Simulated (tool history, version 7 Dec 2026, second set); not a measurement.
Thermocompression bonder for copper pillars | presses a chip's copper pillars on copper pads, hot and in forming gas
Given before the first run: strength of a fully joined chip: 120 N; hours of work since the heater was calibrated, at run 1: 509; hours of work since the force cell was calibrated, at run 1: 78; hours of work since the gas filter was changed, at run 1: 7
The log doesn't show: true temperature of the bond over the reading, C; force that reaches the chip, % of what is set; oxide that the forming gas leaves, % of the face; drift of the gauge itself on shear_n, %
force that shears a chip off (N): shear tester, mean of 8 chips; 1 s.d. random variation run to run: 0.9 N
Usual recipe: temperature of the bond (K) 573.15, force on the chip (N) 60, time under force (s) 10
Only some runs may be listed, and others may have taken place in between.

run	hour	temperature of the bond (K)	force on the chip (N)	time under force (s)	hours of work since the heater was calibrated	hours of work since the force cell was calibrated	hours of work since the gas filter was changed	force that shears a chip off (N)
1	0	573.15	60	10	509	78	7	64.7
2	15.5	573.15	60	10	519	88	17	63.9
3	34.2	573.15	60	10	531	100	29	62.6
4	46.2	596.15	60	10	539	107	37	82.1
5	63.4	573.15	42	10	550	118	48	46
6	72.7	573.15	45	10	556	124	54	49.2
7	84	573.15	60	10	563	131	61	62.4
8	95.5	573.15	82	10	571	139	68	74.7
9	113.7	553.15	60	10	582	151	80	44.8
10	131.1	563.15	60	10	593	162	91	52.9
11	143.9	573.15	60	20	602	170	99	75.5
# hour 162: heater calibrated with a thermocouple chip
12	163.6	573.15	60	10	1	181	111	68.5
13	174.9	573.15	60	10	8	189	118	70.9
14	192.5	573.15	60	12	20	200	129	72.1
# hour 198.2: forming gas filter changed
15	204.2	573.15	60	12	27	207	4	76.6
16	220.1	573.15	60	12	37	217	14	75.8
17	234.5	573.15	60	12	46	226	23	77.5
18	247.9	573.15	60	10	55	235	32	70.9
19	266.5	573.15	60	10	67	247	44	70.1
20	280.8	573.15	60	10	76	256	53	69.6
21	292.4	552.15	60	21	83	264	60	67.9
22	304.2	576.15	60	11	91	271	68	74.6
23	320.8	581.15	60	8	102	282	79	70.3
24	334.9	581.15	60	8	111	291	88	69.9
25	343.7	583.15	39	6	116	296	93	46.5
26	353.9	601.15	79	29	123	303	100	113.4
27	372.1	549.15	81	10	134	315	112	60.7
28	387.3	602.15	76	14	144	324	121	100.4
29	401.6	602.15	76	24	153	334	130	106.6
# hour 405.5: forming gas filter changed
30	413.8	602.15	76	24	161	341	5	113.5
31	423	573.15	60	20	167	347	11	83.4
32	432.5	544.15	72	11	173	353	17	57

Run 33, settings as shown, results not yet in. Your forecast:
33	442.7	544.15	80	15	179	360	24	?

{"run 33": {"force that shears a chip off (N)": 66.3}}
If the tool had no hidden condition, the same run with the same run-to-run variation would have returned force that shears a chip off (N) 71.6.
